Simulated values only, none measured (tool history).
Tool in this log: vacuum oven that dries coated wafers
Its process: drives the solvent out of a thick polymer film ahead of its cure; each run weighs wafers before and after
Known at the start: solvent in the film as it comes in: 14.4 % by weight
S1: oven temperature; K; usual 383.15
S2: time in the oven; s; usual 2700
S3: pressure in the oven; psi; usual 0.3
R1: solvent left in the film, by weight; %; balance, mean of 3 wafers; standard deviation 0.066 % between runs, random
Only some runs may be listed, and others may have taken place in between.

| run | day | S1 | S2 | S3 | R1 |
|---|---|---|---|---|---|
| 1 | 0.000 | 383.15 | 2700 | 0.3 | 4.63 |
| 2 | 0.458 | 383.15 | 2700 | 0.3 | 4.62 |
| 3 | 1.071 | 383.15 | 2040 | 0.3 | 5.31 |
| 4 | 1.629 | 383.15 | 2040 | 0.3 | 5.35 |
| 5 | 2.250 | 383.15 | 2700 | 0.3 | 4.54 |
| 6 | 2.758 | 377.15 | 2700 | 0.3 | 5.86 |
| 7 | 3.121 | 377.15 | 2700 | 0.3 | 5.91 |
| 8 | 3.792 | 377.15 | 2700 | 0.3 | 5.76 |
| 9 | 4.167 | 377.15 | 2700 | 0.3 | 5.97 |
| 10 | 4.600 | 377.15 | 2700 | 0.3 | 5.86 |
|  | 4.712 | vacuum gauge cleaned of residue and calibrated |
| 11 | 5.050 | 377.15 | 2700 | 0.3 | 5.85 |
| 12 | 5.550 | 383.15 | 2700 | 0.3 | 4.64 |
|  | 6.112 | vacuum gauge cleaned of residue and calibrated, once more |
| 13 | 6.167 | 383.15 | 2700 | 0.3 | 4.44 |
| 14 | 6.800 | 382.15 | 2700 | 0.3 | 4.75 |
| 15 | 7.383 | 383.15 | 2700 | 0.3 | 4.58 |
| 16 | 7.896 | 383.15 | 2700 | 0.3 | 4.64 |
| 17 | 8.588 | 380.15 | 2280 | 0.3 | 5.72 |
| 18 | 9.179 | 380.15 | 2280 | 0.3 | 5.55 |
| 19 | 9.571 | 380.15 | 2280 | 0.3 | 5.56 |
| 20 | 10.117 | 384.15 | 3540 | 0.3 | 3.80 |

The next listed run, before its measurement:
| 21 | 10.500 | 384.15 | 3540 | 0.3 | ? |

Logged for run 21: R1 3.90 %.
Had the tool carried no hidden state, the very same run would have given R1 3.67 %.
